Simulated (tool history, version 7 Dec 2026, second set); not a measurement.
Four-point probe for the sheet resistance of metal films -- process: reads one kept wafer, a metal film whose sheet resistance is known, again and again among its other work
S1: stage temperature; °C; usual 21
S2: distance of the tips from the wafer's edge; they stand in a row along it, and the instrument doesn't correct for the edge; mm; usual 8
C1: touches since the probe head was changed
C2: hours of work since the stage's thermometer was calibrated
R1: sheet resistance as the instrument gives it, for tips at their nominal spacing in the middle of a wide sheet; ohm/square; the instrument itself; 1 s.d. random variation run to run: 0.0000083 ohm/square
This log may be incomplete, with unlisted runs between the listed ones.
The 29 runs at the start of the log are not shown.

run	hour	S1	S2	C1	C2	R1
30	2114.6	29	6	5505	609	0.041173
31	2187	35	8	8279	652	0.040786
32	2244.4	35	8	10478	685	0.040808
33	2290.6	35	8	12252	712	0.040815
34	2359.6	27	22	14895	753	0.041093
35	2405.4	19	44	16653	779	0.041507
36	2502.3	27	7	20365	836	0.041303
37	2592.6	26	48	23828	889	0.041176
38	2648.1	25	8	25953	921	0.041405
39	2727.5	25	8	28997	968	0.041427
40	2780.2	32	5	31016	999	0.041304
41	2843.3	32	5	33436	1036	0.041323
42	2932.8	32	74	36865	1088	0.040988
43	2991.6	28	24	39119	1123	0.041203
44	3033.5	25	12	40724	1147	0.041423
45	3107.4	25	12	43559	1190	0.041458

Below are 3 alternative next runs, each starting from the tool's condition after run 45. Predict each:
A	3178.6	20	5	46285	1232	?
B	3178.6	29	8	46285	1232	?
C	3178.6	18	46	46285	1232	?

run	R1
A	0.042017
B	0.041342
C	0.041769
Stripped of hidden state, with their random variation kept, the same runs would have yielded:
run	R1
A	0.04161
B	0.040941
C	0.041364
